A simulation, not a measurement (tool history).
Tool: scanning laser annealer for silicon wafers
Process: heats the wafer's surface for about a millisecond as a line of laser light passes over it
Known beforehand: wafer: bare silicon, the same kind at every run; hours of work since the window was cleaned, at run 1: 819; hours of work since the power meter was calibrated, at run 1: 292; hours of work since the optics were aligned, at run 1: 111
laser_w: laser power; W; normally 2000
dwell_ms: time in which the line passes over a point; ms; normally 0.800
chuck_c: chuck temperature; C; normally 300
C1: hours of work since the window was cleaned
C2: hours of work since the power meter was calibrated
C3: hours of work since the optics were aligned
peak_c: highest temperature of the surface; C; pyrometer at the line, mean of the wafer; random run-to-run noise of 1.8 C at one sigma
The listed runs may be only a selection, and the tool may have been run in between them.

Run 1, day 0.000: usual settings; C1 819; C2 292; C3 111. Result: peak_c 994 C.
Run 2, day 1.625: usual settings; C1 839; C2 313; C3 132. Result: peak_c 990 C.
Run 3, day 3.246: usual settings; C1 859; C2 333; C3 152. Result: peak_c 991 C.
Run 4, day 4.542: usual settings; C1 875; C2 349; C3 168. Result: peak_c 992 C.
Run 5, day 6.312: usual settings; C1 898; C2 371; C3 190. Result: peak_c 990 C.
Run 6, day 7.746: usual settings but laser_w 1951 W; C1 915; C2 389; C3 208. Result: peak_c 969 C.
At day 9.554: window over the wafer cleaned.
Run 7, day 9.975: usual settings but laser_w 1951 W; C1 5; C2 416; C3 235. Result: peak_c 998 C.
Run 8, day 12.229: usual settings but laser_w 1951 W; C1 33; C2 444; C3 263. Result: peak_c 995 C.
Run 9, day 13.912: usual settings but laser_w 1951 W, chuck_c 302 C; C1 54; C2 465; C3 284. Result: peak_c 994 C.
Run 10, day 15.704: usual settings but laser_w 1951 W, chuck_c 302 C; C1 77; C2 488; C3 307. Result: peak_c 991 C.
Run 11, day 17.383: usual settings but laser_w 1951 W, chuck_c 298 C; C1 98; C2 509; C3 328. Result: peak_c 987 C.
Run 12, day 18.875: usual settings but laser_w 1951 W, chuck_c 288 C; C1 117; C2 527; C3 346. Result: peak_c 979 C.
Run 13, day 20.783: usual settings but laser_w 1951 W, chuck_c 288 C; C1 140; C2 551; C3 370. Result: peak_c 976 C.
Run 14, day 22.746: usual settings but laser_w 2045 W; C1 165; C2 576; C3 395. Result: peak_c 1028 C.
Run 15, day 24.621: usual settings but laser_w 2045 W; C1 188; C2 599; C3 418. Result: peak_c 1026 C.
Run 16, day 26.104: usual settings; C1 207; C2 618; C3 437. Result: peak_c 1008 C.
Run 17, day 27.946: usual settings but laser_w 2154 W, dwell_ms 0.874 ms, chuck_c 330 C; C1 230; C2 641; C3 460. Result: peak_c 1131 C.
Run 18, day 29.062: usual settings but dwell_ms 0.746 ms; C1 244; C2 655; C3 473. Result: peak_c 981 C.
Run 19, day 31.288: usual settings but dwell_ms 0.746 ms; C1 272; C2 683; C3 501. Result: peak_c 980 C.
Run 20, day 32.983: usual settings but dwell_ms 0.746 ms; C1 293; C2 704; C3 523. Result: peak_c 980 C.
Run 21, day 34.238: usual settings but dwell_ms 0.746 ms; C1 309; C2 719; C3 538. Result: peak_c 979 C.
Run 22, day 35.675: usual settings but laser_w 1836 W, dwell_ms 0.592 ms, chuck_c 270 C; C1 327; C2 737; C3 556. Result: peak_c 827 C.
At day 36.033: optics aligned, line set to its width.
Run 23, day 37.525: usual settings but laser_w 2062 W, dwell_ms 0.673 ms, chuck_c 293 C; C1 347; C2 758; C3 19. Result: peak_c 962 C.
Run 24, day 39.571: usual settings but laser_w 2062 W, dwell_ms 0.673 ms, chuck_c 296 C; C1 373; C2 783; C3 44. Result: peak_c 962 C.
Run 25, day 40.758: usual settings but laser_w 1896 W, dwell_ms 0.829 ms; C1 387; C2 798; C3 59. Result: peak_c 966 C.
At day 42.733: optics aligned, line set to its width, once more.
Run 26, day 42.796: usual settings but laser_w 2119 W, dwell_ms 0.646 ms, chuck_c 264 C; C1 410; C2 821; C3 1. Result: peak_c 955 C.
Run 27, day 44.692: usual settings but laser_w 1784 W, dwell_ms 0.646 ms, chuck_c 281 C; C1 434; C2 845; C3 24. Result: peak_c 847 C.
Run 28, day 46.233: usual settings but laser_w 1784 W, dwell_ms 0.646 ms, chuck_c 281 C; C1 453; C2 864; C3 44. Result: peak_c 849 C.
Run 29, day 48.196: usual settings but laser_w 1928 W, dwell_ms 0.637 ms, chuck_c 340 C; C1 478; C2 889; C3 68. Result: peak_c 954 C.
Run 30, day 49.967: usual settings but laser_w 1928 W, dwell_ms 0.637 ms, chuck_c 340 C; C1 500; C2 911; C3 90. Result: peak_c 953 C.
Run 31, day 51.350: usual settings but laser_w 1928 W, dwell_ms 0.980 ms, chuck_c 339 C; C1 517; C2 928; C3 108. Result: peak_c 1084 C.

Here are 3 independent what-if runs from the current tool condition. What would each one return?
Run A, day 52.646: usual settings but laser_w 1938 W, dwell_ms 0.863 ms, chuck_c 338 C; C1 533; C2 944; C3 124. Result: peak_c ?.
Run B, day 52.646: usual settings but dwell_ms 0.651 ms, chuck_c 320 C; C1 533; C2 944; C3 124. Result: peak_c ?.
Run C, day 52.646: usual settings but laser_w 1719 W, dwell_ms 0.980 ms, chuck_c 293 C; C1 533; C2 944; C3 124. Result: peak_c ?.

run  peak_c
  A    1047
  B     960
  C     944
With the hidden condition removed and each run's random variation left untouched, the same runs would have given:
run  peak_c
  A    1062
  B     974
  C     958

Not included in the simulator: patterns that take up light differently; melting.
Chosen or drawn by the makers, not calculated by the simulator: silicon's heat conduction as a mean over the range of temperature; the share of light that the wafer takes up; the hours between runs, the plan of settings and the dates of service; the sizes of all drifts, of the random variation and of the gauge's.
